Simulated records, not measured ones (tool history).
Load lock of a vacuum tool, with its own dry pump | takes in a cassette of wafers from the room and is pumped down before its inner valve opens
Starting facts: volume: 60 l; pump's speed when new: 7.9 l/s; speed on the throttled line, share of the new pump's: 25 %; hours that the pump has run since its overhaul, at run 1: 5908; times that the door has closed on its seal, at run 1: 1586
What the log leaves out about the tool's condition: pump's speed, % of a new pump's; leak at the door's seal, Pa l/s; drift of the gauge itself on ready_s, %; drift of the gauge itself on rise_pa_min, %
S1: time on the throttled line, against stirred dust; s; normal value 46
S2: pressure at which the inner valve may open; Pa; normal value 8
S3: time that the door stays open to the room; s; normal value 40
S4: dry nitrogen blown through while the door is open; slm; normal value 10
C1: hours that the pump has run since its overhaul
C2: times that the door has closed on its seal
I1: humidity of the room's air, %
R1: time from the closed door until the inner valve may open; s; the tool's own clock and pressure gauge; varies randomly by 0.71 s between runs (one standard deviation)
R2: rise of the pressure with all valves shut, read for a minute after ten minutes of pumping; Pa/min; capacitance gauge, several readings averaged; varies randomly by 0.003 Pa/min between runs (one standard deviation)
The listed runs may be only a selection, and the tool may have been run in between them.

run 1 hour=0 | S1=46 S2=8 S3=40 S4=10 | C1=5908 C2=1586 | I1=41.6 | R1=108.6 R2=0.032
run 2 hour=158.8 | S1=46 S2=8 S3=40 S4=10 | C1=6067 C2=1927 | I1=45.8 | R1=110.1 R2=0.03
run 3 hour=327.1 | S1=69 S2=8 S3=40 S4=10 | C1=6235 C2=2288 | I1=42.6 | R1=126.6 R2=0.037
run 4 hour=543.1 | S1=69 S2=8 S3=40 S4=10 | C1=6451 C2=2752 | I1=47.5 | R1=126 R2=0.037
run 5 hour=810.2 | S1=69 S2=8 S3=80 S4=10 | C1=6718 C2=3325 | I1=44 | R1=124.7 R2=0.055
run 6 hour=1018.9 | S1=46 S2=8 S3=40 S4=10 | C1=6927 C2=3773 | I1=44.8 | R1=110.5 R2=0.039
run 7 hour=1158.3 | S1=46 S2=8 S3=40 S4=10 | C1=7066 C2=4072 | I1=44 | R1=110.5 R2=0.031
run 8 hour=1296 | S1=46 S2=8 S3=40 S4=25 | C1=7204 C2=4368 | I1=44.9 | R1=109.9 R2=0.027
run 9 hour=1503.6 | S1=46 S2=8 S3=40 S4=25 | C1=7411 C2=4814 | I1=45.3 | R1=110.4 R2=0.033
run 10 hour=1664.7 | S1=46 S2=8 S3=81 S4=10 | C1=7572 C2=5159 | I1=39.8 | R1=110.2 R2=0.048
run 11 hour=1791 | S1=72 S2=8 S3=40 S4=10 | C1=7699 C2=5431 | I1=45.3 | R1=128.5 R2=0.044
run 12 hour=1912.1 | S1=46 S2=8 S3=40 S4=10 | C1=7820 C2=5691 | I1=45 | R1=110.9 R2=0.048
run 13 hour=2174.7 | S1=23 S2=8 S3=40 S4=4 | C1=8083 C2=6254 | I1=47.8 | R1=94.8 R2=0.058
run 14 hour=2408.8 | S1=23 S2=8 S3=40 S4=4 | C1=8317 C2=6757 | I1=44.2 | R1=94.6 R2=0.06
run 15 hour=2650.1 | S1=31 S2=8 S3=31 S4=14 | C1=8558 C2=7275 | I1=44.2 | R1=100.4 R2=0.049
run 16 hour=2779.1 | S1=31 S2=8 S3=31 S4=14 | C1=8687 C2=7552 | I1=45 | R1=100 R2=0.047
run 17 hour=2991.6 | S1=35 S2=8 S3=31 S4=14 | C1=8899 C2=8008 | I1=43.7 | R1=103.5 R2=0.052
run 18 hour=3225 | S1=46 S2=8 S3=47 S4=10 | C1=9133 C2=8509 | I1=44.8 | R1=111.3 R2=0.064
run 19 hour=3462.4 | S1=65 S2=8 S3=40 S4=10 | C1=9370 C2=9019 | I1=46 | R1=125.4 R2=0.057
run 20 hour=3578.2 | S1=55 S2=10 S3=129 S4=5 | C1=9486 C2=9267 | I1=45.1 | R1=117 R2=0.101
run 21 hour=3754 | S1=25 S2=7 S3=100 S4=13 | C1=9662 C2=9645 | I1=44.5 | R1=98 R2=0.074
run 22 hour=3902.6 | S1=25 S2=7 S3=100 S4=13 | C1=9810 C2=9964 | I1=46.4 | R1=97.6 R2=0.078
run 23 hour=4119.3 | S1=25 S2=8 S3=100 S4=6 | C1=10027 C2=10429 | I1=45.9 | R1=97 R2=0.095

Below are 3 alternative next runs, each starting from the tool's condition after run 23. Predict each:
run A hour=4272.1 | S1=84 S2=15 S3=148 S4=10 | C1=10180 C2=10757 | I1=45.9 | R1=? R2=?
run B hour=4272.1 | S1=25 S2=9 S3=31 S4=6 | C1=10180 C2=10757 | I1=42.7 | R1=? R2=?
run C hour=4272.1 | S1=25 S2=10 S3=75 S4=6 | C1=10180 C2=10757 | I1=48.8 | R1=? R2=?

run=A R1=133.7 R2=0.1
run=B R1=95.7 R2=0.07
run=C R1=93.7 R2=0.095
Stripped of hidden state, with their random variation kept, the same runs would have yielded:
run=A R1=129.4 R2=0.06
run=B R1=89.9 R2=0.029
run=C R1=87.8 R2=0.055
